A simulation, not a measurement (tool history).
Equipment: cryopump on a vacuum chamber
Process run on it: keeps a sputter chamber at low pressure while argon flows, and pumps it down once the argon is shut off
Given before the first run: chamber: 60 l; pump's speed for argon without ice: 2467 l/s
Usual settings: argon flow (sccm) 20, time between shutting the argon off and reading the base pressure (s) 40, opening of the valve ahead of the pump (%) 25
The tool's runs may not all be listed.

run,hour,argon flow (sccm),time between shutting the argon off and reading the base pressure (s),opening of the valve ahead of the pump (%),pressure while argon flows (Pa),pressure after the wait (uPa)
1,0,20,40,25,0.0557,1.62
2,15.8,20,40,25,0.0557,1.66
3,29.5,20,40,25,0.0561,1.67
4,44.6,20,40,25,0.0559,1.74
5,55.4,20,40,25,0.056,1.56
6,73.4,20,40,25,0.0558,1.71
7,87.3,31,110,19,0.1133,0.83
8,99.5,31,110,19,0.1135,0.83
9,108.7,17,246,44,0.0272,0.55
10,127.4,17,246,44,0.0276,0.55
11,136.5,21,261,44,0.034,0.54

Run 12, settings as shown, results not yet in. Your forecast:
12,157.4,27,33,26,?,?

pressure while argon flows (Pa): 0.0729
pressure after the wait (uPa): 1.96
Were there no unlogged condition in the tool, this run, its random variation unchanged, would have produced pressure while argon flows (Pa) 0.0711, pressure after the wait (uPa) 1.75.

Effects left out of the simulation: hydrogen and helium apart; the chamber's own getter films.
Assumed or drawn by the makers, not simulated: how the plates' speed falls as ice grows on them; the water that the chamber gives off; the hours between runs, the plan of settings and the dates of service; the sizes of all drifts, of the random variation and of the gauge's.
